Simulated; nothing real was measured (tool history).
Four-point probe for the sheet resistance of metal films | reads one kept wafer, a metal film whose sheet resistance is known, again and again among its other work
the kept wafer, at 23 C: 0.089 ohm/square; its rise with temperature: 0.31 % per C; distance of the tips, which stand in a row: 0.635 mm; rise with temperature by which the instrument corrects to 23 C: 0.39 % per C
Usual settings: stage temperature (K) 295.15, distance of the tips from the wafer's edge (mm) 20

run   hour  stage temperature (K)  distance of the tips from the wafer's edge (mm)  sheet resistance as the instrument gives it (ohm/square)
  1    0.0                 295.15                                               20                                                  0.089514
  2   68.1                 295.15                                               20                                                  0.089514
  3  109.7                 295.15                                               20                                                  0.089538
  4  171.5                 295.15                                               20                                                  0.089526
  5  256.3                 291.15                                               20                                                  0.089854
  6  293.8                 291.15                                               20                                                  0.089864
  7  372.4                 291.15                                               20                                                  0.089855
     379.7  -- stage's thermometer calibrated
  8  434.1                 298.15                                               43                                                  0.089466
  9  469.0                 298.15                                               43                                                  0.089467
 10  551.0                 294.15                                               68                                                  0.089747
 11  585.9                 301.15                                               23                                                  0.089298
 12  657.9                 296.15                                               43                                                  0.089646
 13  699.1                 297.15                                               10                                                  0.089781

The same runs without the tool's hidden state, with the same run-to-run variation:
The hidden state here: inner tips' distance over the nominal, %; tips' flats over new ones', %; wafer's true temperature over the reading, C; drift of the gauge itself on sheet_ohm, %.
run  sheet resistance as the instrument gives it (ohm/square)
  1                                                  0.089134
  2                                                  0.089119
  3                                                  0.089133
  4                                                  0.089107
  5                                                  0.089412
  6                                                  0.089413
  7                                                  0.089387
  8                                                  0.088893
  9                                                  0.088886
 10                                                  0.089143
 11                                                  0.088695
 12                                                  0.089020
 13                                                  0.089146
